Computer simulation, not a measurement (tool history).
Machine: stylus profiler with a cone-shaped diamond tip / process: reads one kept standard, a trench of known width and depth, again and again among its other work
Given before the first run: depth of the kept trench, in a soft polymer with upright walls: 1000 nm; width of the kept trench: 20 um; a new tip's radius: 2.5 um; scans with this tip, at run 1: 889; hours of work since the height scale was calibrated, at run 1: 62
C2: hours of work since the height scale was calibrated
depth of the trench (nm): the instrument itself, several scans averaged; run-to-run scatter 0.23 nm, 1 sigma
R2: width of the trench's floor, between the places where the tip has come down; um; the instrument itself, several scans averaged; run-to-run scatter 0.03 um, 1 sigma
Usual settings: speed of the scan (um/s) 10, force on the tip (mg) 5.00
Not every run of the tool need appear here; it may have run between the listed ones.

run 1 day=0.000 | speed_of_the_scan_(um/s)=10 force_on_the_tip_(mg)=5.00 | scans_with_this_tip=889 C2=62 | depth_of_the_trench_(nm)=1014.33 R2=15.95
run 2 day=2.204 | speed_of_the_scan_(um/s)=10 force_on_the_tip_(mg)=4.21 | scans_with_this_tip=1326 C2=92 | depth_of_the_trench_(nm)=1013.00 R2=15.94
run 3 day=5.492 | speed_of_the_scan_(um/s)=10 force_on_the_tip_(mg)=4.21 | scans_with_this_tip=1978 C2=138 | depth_of_the_trench_(nm)=1012.75 R2=15.91
run 4 day=7.754 | speed_of_the_scan_(um/s)=10 force_on_the_tip_(mg)=4.21 | scans_with_this_tip=2426 C2=169 | depth_of_the_trench_(nm)=1012.87 R2=16.00
run 5 day=9.679 | speed_of_the_scan_(um/s)=10 force_on_the_tip_(mg)=4.21 | scans_with_this_tip=2808 C2=195 | depth_of_the_trench_(nm)=1012.61 R2=15.97
run 6 day=11.458 | speed_of_the_scan_(um/s)=10 force_on_the_tip_(mg)=4.21 | scans_with_this_tip=3160 C2=220 | depth_of_the_trench_(nm)=1013.21 R2=16.01
run 7 day=14.092 | speed_of_the_scan_(um/s)=10 force_on_the_tip_(mg)=5.00 | scans_with_this_tip=3682 C2=256 | depth_of_the_trench_(nm)=1014.67 R2=15.96
run 8 day=16.654 | speed_of_the_scan_(um/s)=10 force_on_the_tip_(mg)=5.00 | scans_with_this_tip=4190 C2=292 | depth_of_the_trench_(nm)=1014.11 R2=15.92
run 9 day=19.575 | speed_of_the_scan_(um/s)=10 force_on_the_tip_(mg)=5.00 | scans_with_this_tip=4769 C2=332 | depth_of_the_trench_(nm)=1014.77 R2=15.92
run 10 day=22.429 | speed_of_the_scan_(um/s)=10 force_on_the_tip_(mg)=5.00 | scans_with_this_tip=5335 C2=371 | depth_of_the_trench_(nm)=1014.40 R2=15.95
run 11 day=24.825 | speed_of_the_scan_(um/s)=10 force_on_the_tip_(mg)=5.00 | scans_with_this_tip=5809 C2=404 | depth_of_the_trench_(nm)=1014.66 R2=15.95
run 12 day=28.058 | speed_of_the_scan_(um/s)=9 force_on_the_tip_(mg)=2.60 | scans_with_this_tip=6450 C2=449 | depth_of_the_trench_(nm)=1009.55 R2=15.94
run 13 day=30.354 | speed_of_the_scan_(um/s)=9 force_on_the_tip_(mg)=2.60 | scans_with_this_tip=6905 C2=481 | depth_of_the_trench_(nm)=1009.22 R2=15.89
run 14 day=33.604 | speed_of_the_scan_(um/s)=33 force_on_the_tip_(mg)=1.81 | scans_with_this_tip=7550 C2=525 | depth_of_the_trench_(nm)=1007.09 R2=15.77
run 15 day=35.242 | speed_of_the_scan_(um/s)=33 force_on_the_tip_(mg)=1.81 | scans_with_this_tip=7874 C2=548 | depth_of_the_trench_(nm)=1007.26 R2=15.81
run 16 day=37.621 | speed_of_the_scan_(um/s)=4 force_on_the_tip_(mg)=10.73 | scans_with_this_tip=8345 C2=581 | depth_of_the_trench_(nm)=1024.06 R2=15.96
run 17 day=39.900 | speed_of_the_scan_(um/s)=24 force_on_the_tip_(mg)=6.39 | scans_with_this_tip=8798 C2=612 | depth_of_the_trench_(nm)=1017.19 R2=15.90
run 18 day=42.288 | speed_of_the_scan_(um/s)=2 force_on_the_tip_(mg)=6.07 | scans_with_this_tip=9271 C2=645 | depth_of_the_trench_(nm)=1016.69 R2=15.94
run 19 day=44.612 | speed_of_the_scan_(um/s)=3 force_on_the_tip_(mg)=1.75 | scans_with_this_tip=9731 C2=677 | depth_of_the_trench_(nm)=1007.00 R2=16.02
run 20 day=47.742 | speed_of_the_scan_(um/s)=2 force_on_the_tip_(mg)=5.00 | scans_with_this_tip=10352 C2=720 | depth_of_the_trench_(nm)=1014.87 R2=15.99
run 21 day=49.371 | speed_of_the_scan_(um/s)=3 force_on_the_tip_(mg)=9.49 | scans_with_this_tip=10674 C2=743 | depth_of_the_trench_(nm)=1022.51 R2=15.92

Each row is a separate what-if for the run after 21, all from the same tool condition, not one after another. Results?
run A day=51.462 | speed_of_the_scan_(um/s)=3 force_on_the_tip_(mg)=12.28 | scans_with_this_tip=11089 C2=772 | depth_of_the_trench_(nm)=? R2=?
run B day=51.462 | speed_of_the_scan_(um/s)=8 force_on_the_tip_(mg)=3.25 | scans_with_this_tip=11089 C2=772 | depth_of_the_trench_(nm)=? R2=?
run C day=51.462 | speed_of_the_scan_(um/s)=32 force_on_the_tip_(mg)=3.43 | scans_with_this_tip=11089 C2=772 | depth_of_the_trench_(nm)=? R2=?

run=A depth_of_the_trench_(nm)=1027.10 R2=15.95
run=B depth_of_the_trench_(nm)=1010.89 R2=15.93
run=C depth_of_the_trench_(nm)=1011.67 R2=15.85
With no hidden state in the tool, these same runs would have given:
run=A depth_of_the_trench_(nm)=1027.08 R2=15.98
run=B depth_of_the_trench_(nm)=1010.87 R2=15.97
run=C depth_of_the_trench_(nm)=1011.65 R2=15.88
